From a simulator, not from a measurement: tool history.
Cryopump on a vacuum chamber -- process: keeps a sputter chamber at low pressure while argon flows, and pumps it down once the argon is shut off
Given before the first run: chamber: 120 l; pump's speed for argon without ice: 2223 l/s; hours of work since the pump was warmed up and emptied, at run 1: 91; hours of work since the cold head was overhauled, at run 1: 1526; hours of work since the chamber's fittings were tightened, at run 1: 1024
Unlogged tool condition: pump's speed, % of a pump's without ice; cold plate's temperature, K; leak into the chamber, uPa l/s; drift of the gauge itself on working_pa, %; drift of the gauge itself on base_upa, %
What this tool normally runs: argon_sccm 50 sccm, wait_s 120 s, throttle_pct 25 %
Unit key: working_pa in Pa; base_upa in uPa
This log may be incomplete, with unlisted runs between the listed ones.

run	hour	argon_sccm	wait_s	throttle_pct	hours of work since the pump was warmed up and emptied	hours of work since the cold head was overhauled	hours of work since the chamber's fittings were tightened	working_pa	base_upa
1	0	50	120	25	91	1526	1024	0.1544	0.56
2	58.8	50	250	25	131	1566	1064	0.1538	0.45
3	122	50	250	25	174	1608	1106	0.155	0.43
4	174.8	50	250	25	209	1644	1142	0.1561	0.45
5	223.3	50	250	25	242	1676	1175	0.1551	0.47
6	260.3	50	250	25	267	1701	1200	0.1557	0.48
7	314.2	50	120	25	303	1738	1236	0.1568	0.59
8	345.7	50	120	25	324	1759	1257	0.1564	0.62
9	386	50	120	25	351	1786	1284	0.1572	0.62
10	434.2	50	120	35	384	1818	1317	0.1163	0.61
11	465.7	50	120	19	405	1840	1338	0.208	0.64
12	507	50	120	19	433	1868	1366	0.2073	0.7
13	572.7	50	120	19	477	1912	1410	0.209	0.69
14	633.7	50	120	19	518	1953	1451	0.209	0.7
15	669.1	27	120	19	542	1977	1475	0.113	0.69
16	702.8	51	120	19	565	1999	1498	0.213	0.68
17	746	50	120	25	594	2028	1527	0.1625	0.69
18	809.5	29	214	16	637	2071	1570	0.144	0.59
19	849.8	50	63	20	664	2098	1597	0.2018	0.97
# hour 898.4: pump warmed up, emptied and cooled again
20	912.4	40	220	32	9	2137	1635	0.096	0.55
21	976.5	41	28	54	53	2180	1679	0.0596	1.44
22	1041.1	52	50	23	96	2224	1722	0.1743	1.03
23	1096.6	47	120	30	133	2261	1759	0.1215	0.68
24	1141.4	24	139	39	164	2291	1790	0.0488	0.64
25	1208.1	24	139	39	209	2336	1835	0.0485	0.66
26	1272.1	50	120	44	252	2380	1878	0.0911	0.72
27	1315	67	23	22	281	2408	1907	0.2374	1.7
28	1376.2	98	202	22	322	2450	1948	0.3473	0.66
29	1438.2	50	22	17	364	2491	1990	0.2317	1.83
30	1475.6	50	225	17	389	2517	2015	0.2308	0.66
31	1542	50	225	17	434	2561	2060	0.2317	0.68
32	1573.3	50	51	25	455	2582	2081	0.1594	1.05
33	1620.6	58	51	25	486	2614	2112	0.1878	1.09
34	1662.6	58	32	31	515	2643	2141	0.1538	1.45

Hidden state or all else? Some run-to-run changes of working_pa, split into what the settings, what came in and random variation would give without the hidden state, and what is left for the hidden state (with any gauge scatter that isn't in both results):
Run 15 -> 16: argon_sccm 27 -> 51. working_pa +0.1 Pa: hidden state +0.0048, all else +0.0952.
Run 18 -> 19: argon_sccm 29 -> 50, wait_s 214 -> 63, throttle_pct 16 -> 20. working_pa +0.0578 Pa: hidden state +0.0052, all else +0.0526.
Run 19 -> 20: argon_sccm 50 -> 40, wait_s 63 -> 220, throttle_pct 20 -> 32, pump warmed up, emptied and cooled again. working_pa -0.1058 Pa: hidden state -0.0108, all else -0.095.
Run 21 -> 22: argon_sccm 41 -> 52, wait_s 28 -> 50, throttle_pct 54 -> 23. working_pa +0.1147 Pa: hidden state +0.0009, all else +0.1138.
Run 26 -> 27: argon_sccm 50 -> 67, wait_s 120 -> 23, throttle_pct 44 -> 22. working_pa +0.1463 Pa: hidden state +0.0022, all else +0.1441.
Run 28 -> 29: argon_sccm 98 -> 50, wait_s 202 -> 22, throttle_pct 22 -> 17. working_pa -0.1156 Pa: hidden state -0.0047, all else -0.1109.
